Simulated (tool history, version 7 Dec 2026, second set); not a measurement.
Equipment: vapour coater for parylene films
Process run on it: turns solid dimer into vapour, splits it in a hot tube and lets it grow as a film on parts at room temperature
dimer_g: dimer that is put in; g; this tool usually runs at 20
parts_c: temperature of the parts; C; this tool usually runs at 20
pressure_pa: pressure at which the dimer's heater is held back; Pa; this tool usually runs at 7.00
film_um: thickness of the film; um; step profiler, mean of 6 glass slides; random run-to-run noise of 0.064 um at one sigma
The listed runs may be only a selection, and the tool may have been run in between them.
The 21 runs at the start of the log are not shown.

run,hour,dimer_g,parts_c,pressure_pa,hours of work since the trap's valve was overhauled,hours of work since the table's thermometer was calibrated,film_um
22,345.0,20,13,9.35,74,388,9.49
23,361.7,15,20,7.00,85,399,5.48
24,380.5,13,20,3.28,98,412,4.96
25,391.5,31,26,11.35,105,419,8.53
26,401.8,31,26,11.35,112,426,8.58
27,412.2,31,26,11.35,119,433,8.47
28,430.4,18,22,2.08,131,446,6.42
29,442.6,27,20,2.06,140,454,10.39
30,453.9,16,25,3.64,147,461,4.84
31,469.7,16,25,3.64,158,472,4.77
32,489.5,20,20,6.36,171,486,7.03
33,501.1,13,19,7.00,179,493,4.81
34,517.8,11,20,2.16,190,505,4.14
35,537.3,21,12,7.00,204,518,10.36
36,549.9,18,13,8.27,212,526,8.18
37,564.5,18,31,9.18,222,536,3.91

What if the next run were any one of these 3? Each begins from the tool's condition after run 37:
A,585.3,20,20,11.36,236,550,?
B,585.3,11,19,3.92,236,550,?
C,585.3,11,29,3.09,236,550,?

run,film_um
A,6.76
B,4.03
C,2.75
Without the tool's unlogged condition, the same runs would have read:
run,film_um
A,7.38
B,4.41
C,3.01
